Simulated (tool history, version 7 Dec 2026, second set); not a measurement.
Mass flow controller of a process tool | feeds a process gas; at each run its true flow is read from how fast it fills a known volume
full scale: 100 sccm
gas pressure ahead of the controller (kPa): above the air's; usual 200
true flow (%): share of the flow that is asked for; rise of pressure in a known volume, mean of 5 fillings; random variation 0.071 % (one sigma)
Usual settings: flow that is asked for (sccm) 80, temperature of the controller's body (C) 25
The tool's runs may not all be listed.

| run | hour | flow that is asked for (sccm) | gas pressure ahead of the controller (kPa) | temperature of the controller's body (C) | true flow (%) |
|---|---|---|---|---|---|
| 1 | 0 | 80 | 200 | 25 | 99.82 |
| 2 | 130.7 | 80 | 200 | 25 | 99.84 |
| 3 | 369.2 | 19 | 200 | 25 | 99.11 |
| 4 | 608.4 | 80 | 200 | 25 | 99.84 |
| 5 | 820.4 | 80 | 200 | 25 | 99.99 |
| 6 | 946.8 | 40 | 200 | 25 | 99.41 |
| 7 | 1067.9 | 80 | 225 | 21 | 100.26 |
| 8 | 1266.1 | 80 | 225 | 21 | 100.35 |
|  | 1340.8 | controller exchanged for a calibrated one |
| 9 | 1514.9 | 34 | 157 | 39 | 98.37 |
| 10 | 1631.9 | 34 | 157 | 39 | 98.41 |
| 11 | 1822.4 | 34 | 157 | 39 | 98.29 |

Forecast each of these 4 alternatives for the next run:
| A | 2051.9 | 29 | 176 | 39 | ? |
| B | 2051.9 | 14 | 157 | 30 | ? |
| C | 2051.9 | 93 | 176 | 33 | ? |
| D | 2051.9 | 87 | 265 | 24 | ? |

| run | true flow (%) |
|---|---|
| A | 98.46 |
| B | 98.78 |
| C | 99.58 |
| D | 100.57 |
Without the tool's hidden state the same runs would have given:
| run | true flow (%) |
|---|---|
| A | 98.15 |
| B | 98.47 |
| C | 99.26 |
| D | 100.25 |

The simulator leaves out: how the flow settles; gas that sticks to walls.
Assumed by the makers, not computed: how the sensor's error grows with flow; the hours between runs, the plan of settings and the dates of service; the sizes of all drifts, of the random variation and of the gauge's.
